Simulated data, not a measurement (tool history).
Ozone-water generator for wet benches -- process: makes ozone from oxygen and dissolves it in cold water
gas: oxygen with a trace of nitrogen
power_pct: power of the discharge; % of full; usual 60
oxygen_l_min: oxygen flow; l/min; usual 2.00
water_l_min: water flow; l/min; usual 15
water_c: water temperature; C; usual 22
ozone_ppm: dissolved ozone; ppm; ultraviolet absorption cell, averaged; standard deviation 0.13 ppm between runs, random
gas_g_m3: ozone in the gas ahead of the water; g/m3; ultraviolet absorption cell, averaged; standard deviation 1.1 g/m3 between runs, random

run     day  power_pct  oxygen_l_min  water_l_min  water_c  ozone_ppm  gas_g_m3
  1   0.000         60          2.00           15       22       13.6     184.4
  2   4.179         40          2.00           15       22        9.3     127.6
  3   6.167         40          2.00           15       22        9.4     128.1
  4  10.233         40          2.00           15       22        9.2     127.7
  5  12.162         40          2.00           15       19        9.5     128.2
  6  16.033         40          2.00           15       19        9.5     128.2
  7  20.121         60          2.00           15       24       13.1     186.9
  8  22.496         60          2.00           15       24       13.3     189.1
  9  26.838         60          2.11           15       22       13.4     182.3
 10  31.317         59          2.00           15       22       13.3     185.4
 11  34.004         60          2.00           15       18       14.2     190.1
     35.221  -- contactor cleaned
 12  38.146         92          2.00           15       18       21.1     284.2
 13  40.538         92          2.00           15       18       21.1     283.0
 14  42.779         92          2.00           22       18       15.3     282.1
 15  47.304         92          2.00           22       18       14.9     284.7
 16  49.725         92          2.00           21       25       14.8     283.3
 17  51.762         92          2.00           21       25       14.9     284.4
 18  55.517         92          2.00           21       25       15.0     284.2
 19  58.662         60          1.10           15       15       13.5     288.5
 20  62.442         94          1.10           15       19       20.4     438.6
 21  65.383         94          1.10           15       19       20.6     437.9
 22  68.900         75          2.00           17       26       14.6     238.6
 23  72.183         60          2.00           17       14       12.9     193.0
     73.908  -- gauge calibrated
 24  74.779         77          1.63           15       22       17.0     270.8
 25  77.671         77          1.63           15       22       17.3     270.5
 26  82.208         77          1.63           15       22       17.3     275.0
 27  86.604         46          2.94           14       22       11.0     112.7
 28  90.146         46          2.94           14       22       10.8     114.0
 29  93.733         60          1.19           15       22       13.4     268.8
 30  96.842         60          1.19           15       22       13.4     266.1

4 ways to go on from here, each from the tool as it stands after run 30. What would each give?
  A  101.404         87          1.19           10       30          ?         ?
  B  101.404         60          2.14           15       22          ?         ?
  C  101.404         60          1.19           15       25          ?         ?
  D  101.404         60          2.00           18       22          ?         ?

run  ozone_ppm  gas_g_m3
  A       24.5     377.9
  B       13.7     180.5
  C       13.1     271.9
  D       11.8     189.0
Take away the tool's hidden state, keep each run's random variation, and the runs would have read:
run  ozone_ppm  gas_g_m3
  A       24.5     374.0
  B       13.7     178.7
  C       13.1     269.1
  D       11.8     187.0

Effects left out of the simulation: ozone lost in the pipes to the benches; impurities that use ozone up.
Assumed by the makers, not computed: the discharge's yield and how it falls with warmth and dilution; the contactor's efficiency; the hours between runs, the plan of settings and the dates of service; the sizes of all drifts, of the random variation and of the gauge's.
